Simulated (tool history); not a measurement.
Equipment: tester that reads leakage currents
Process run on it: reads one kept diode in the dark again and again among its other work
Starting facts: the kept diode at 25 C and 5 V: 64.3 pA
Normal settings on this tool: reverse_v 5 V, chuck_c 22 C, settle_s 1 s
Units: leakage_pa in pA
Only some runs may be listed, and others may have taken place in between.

run 1 hour=0 | reverse_v=5 chuck_c=22 settle_s=1 | leakage_pa=50.81
run 2 hour=49 | reverse_v=9.87 chuck_c=22 settle_s=1 | leakage_pa=74.91
run 3 hour=98.3 | reverse_v=5 chuck_c=22 settle_s=2.7 | leakage_pa=50.37
run 4 hour=148.1 | reverse_v=5 chuck_c=22 settle_s=1 | leakage_pa=50.69
run 5 hour=173.1 | reverse_v=3.55 chuck_c=22 settle_s=1 | leakage_pa=41.83
run 6 hour=216 | reverse_v=5 chuck_c=22 settle_s=1 | leakage_pa=50.73
run 7 hour=261.5 | reverse_v=2.93 chuck_c=22 settle_s=1 | leakage_pa=37.33
run 8 hour=320.8 | reverse_v=2.93 chuck_c=22 settle_s=1 | leakage_pa=37.22
run 9 hour=361.2 | reverse_v=2.93 chuck_c=22 settle_s=1 | leakage_pa=37.71
run 10 hour=411.2 | reverse_v=2.93 chuck_c=22 settle_s=1 | leakage_pa=37.31
run 11 hour=469.2 | reverse_v=7.16 chuck_c=22 settle_s=1 | leakage_pa=61.87
run 12 hour=512.1 | reverse_v=7.16 chuck_c=22 settle_s=1 | leakage_pa=62.3
run 13 hour=543.4 | reverse_v=7.16 chuck_c=22 settle_s=1 | leakage_pa=62.58
run 14 hour=592.7 | reverse_v=5 chuck_c=20 settle_s=1 | leakage_pa=42.88
run 15 hour=641.4 | reverse_v=5 chuck_c=20 settle_s=1 | leakage_pa=42.83
run 16 hour=697.4 | reverse_v=5 chuck_c=20 settle_s=1 | leakage_pa=42.74
run 17 hour=733.7 | reverse_v=5 chuck_c=22 settle_s=1 | leakage_pa=50.58
run 18 hour=773.4 | reverse_v=5 chuck_c=22 settle_s=1 | leakage_pa=50.74
run 19 hour=804.5 | reverse_v=5 chuck_c=22 settle_s=1 | leakage_pa=50.93
run 20 hour=849.7 | reverse_v=7.3 chuck_c=30 settle_s=0.69 | leakage_pa=120.97
run 21 hour=901.3 | reverse_v=1.14 chuck_c=27 settle_s=5.52 | leakage_pa=32.78
run 22 hour=934.3 | reverse_v=1.14 chuck_c=27 settle_s=5.52 | leakage_pa=32.88
run 23 hour=962.7 | reverse_v=1.14 chuck_c=27 settle_s=5.52 | leakage_pa=32.87
run 24 hour=992.2 | reverse_v=17.47 chuck_c=45 settle_s=1 | leakage_pa=627.21
run 25 hour=1034.1 | reverse_v=5 chuck_c=59 settle_s=0.93 | leakage_pa=812.24
run 26 hour=1075.5 | reverse_v=5 chuck_c=22 settle_s=0.31 | leakage_pa=51.93
run 27 hour=1131.5 | reverse_v=1.58 chuck_c=22 settle_s=0.34 | leakage_pa=26.52
run 28 hour=1159.1 | reverse_v=2.68 chuck_c=22 settle_s=1.91 | leakage_pa=35.35
run 29 hour=1204.9 | reverse_v=2.91 chuck_c=22 settle_s=1.91 | leakage_pa=37.01
run 30 hour=1262.9 | reverse_v=2.91 chuck_c=25 settle_s=1.92 | leakage_pa=47.8
run 31 hour=1291.7 | reverse_v=17.72 chuck_c=24 settle_s=0.6 | leakage_pa=124.77
run 32 hour=1324.9 | reverse_v=17.72 chuck_c=24 settle_s=0.6 | leakage_pa=125.01
run 33 hour=1370.3 | reverse_v=17.72 chuck_c=37 settle_s=1.82 | leakage_pa=345.83
run 34 hour=1406.3 | reverse_v=3.75 chuck_c=28 settle_s=1 | leakage_pa=70.36
run 35 hour=1461.3 | reverse_v=17.71 chuck_c=47 settle_s=2.29 | leakage_pa=727.06
run 36 hour=1517.5 | reverse_v=17.71 chuck_c=34 settle_s=0.43 | leakage_pa=277.56
run 37 hour=1543.4 | reverse_v=10.96 chuck_c=44 settle_s=0.89 | leakage_pa=446.84

Forecast each of these 4 alternatives for the next run:
run A hour=1598.2 | reverse_v=1.73 chuck_c=34 settle_s=2.62 | leakage_pa=?
run B hour=1598.2 | reverse_v=6.24 chuck_c=20 settle_s=1 | leakage_pa=?
run C hour=1598.2 | reverse_v=5.08 chuck_c=30 settle_s=1 | leakage_pa=?
run D hour=1598.2 | reverse_v=10.96 chuck_c=58 settle_s=7.94 | leakage_pa=?

run=A leakage_pa=73.21
run=B leakage_pa=48.67
run=C leakage_pa=97.93
run=D leakage_pa=1191.84
The same runs, with their run-to-run variation unchanged, on a tool lacking any hidden condition would have given:
run=A leakage_pa=73.13
run=B leakage_pa=48.58
run=C leakage_pa=97.8
run=D leakage_pa=1190.81
